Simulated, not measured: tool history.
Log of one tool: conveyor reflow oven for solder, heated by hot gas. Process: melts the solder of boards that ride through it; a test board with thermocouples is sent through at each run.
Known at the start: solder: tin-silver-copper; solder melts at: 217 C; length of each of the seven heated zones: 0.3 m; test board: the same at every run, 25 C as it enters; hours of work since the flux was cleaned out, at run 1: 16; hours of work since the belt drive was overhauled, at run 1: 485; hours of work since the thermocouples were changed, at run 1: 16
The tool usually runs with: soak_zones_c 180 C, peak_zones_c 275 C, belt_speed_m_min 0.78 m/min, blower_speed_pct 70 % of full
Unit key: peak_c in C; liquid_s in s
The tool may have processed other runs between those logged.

run,hour,soak_zones_c,peak_zones_c,belt_speed_m_min,blower_speed_pct,hours of work since the flux was cleaned out,hours of work since the belt drive was overhauled,hours of work since the thermocouples were changed,peak_c,liquid_s
1,0,180,275,0.78,70,16,485,16,256.8,37.4
2,21.7,180,275,0.78,70,31,500,31,256.9,37.3
3,47.1,180,275,0.78,70,48,518,48,256.8,37.1
4,60.4,180,275,0.78,70,57,527,57,257.1,37.3
5,76.4,180,275,0.78,70,68,538,68,256.9,37.3
6,90.2,180,275,0.78,70,77,547,77,256.8,37.3
7,110,180,275,0.78,70,91,560,91,256.5,37.3
8,124.3,180,275,0.78,70,101,570,101,256.8,37.3
9,135.8,180,288,0.78,70,108,578,108,268.2,40.8
10,157.7,180,288,0.78,70,123,593,123,267.8,40.7
11,174.5,180,275,0.78,70,135,604,135,256.9,37.4
12,190.5,180,275,0.78,70,146,615,146,257.1,37.4
13,213,180,275,0.78,70,161,631,161,257,37.4
14,238.4,180,275,0.78,70,178,648,178,256.7,37.3
15,250.7,180,275,0.78,70,187,656,187,257.3,37.1
16,266.9,180,264,0.779,70,198,668,198,247.8,33.4
17,284.2,190,275,0.78,78,210,679,210,260.6,41.1
18,301.5,192,267,0.731,62,221,691,221,252.7,41.5
19,327.1,180,266,0.78,70,239,709,239,249.5,34.2
20,342.7,180,266,0.78,70,250,719,250,249,34.1
21,368.8,174,285,0.688,62,267,737,267,266.6,44.8
22,385.6,174,285,0.693,62,279,748,279,266.3,44.4
23,406.9,172,275,0.78,70,293,763,293,255.4,34.9

Forecast run 24:
24,425.3,183,275,0.856,70,306,776,306,?,?

Run 24 came out at peak_c 254.2 C, liquid_s 33.2 s.
On a tool with no hidden condition, and with the same random variation, this run would have come out at peak_c 254.2 C, liquid_s 33.2 s.
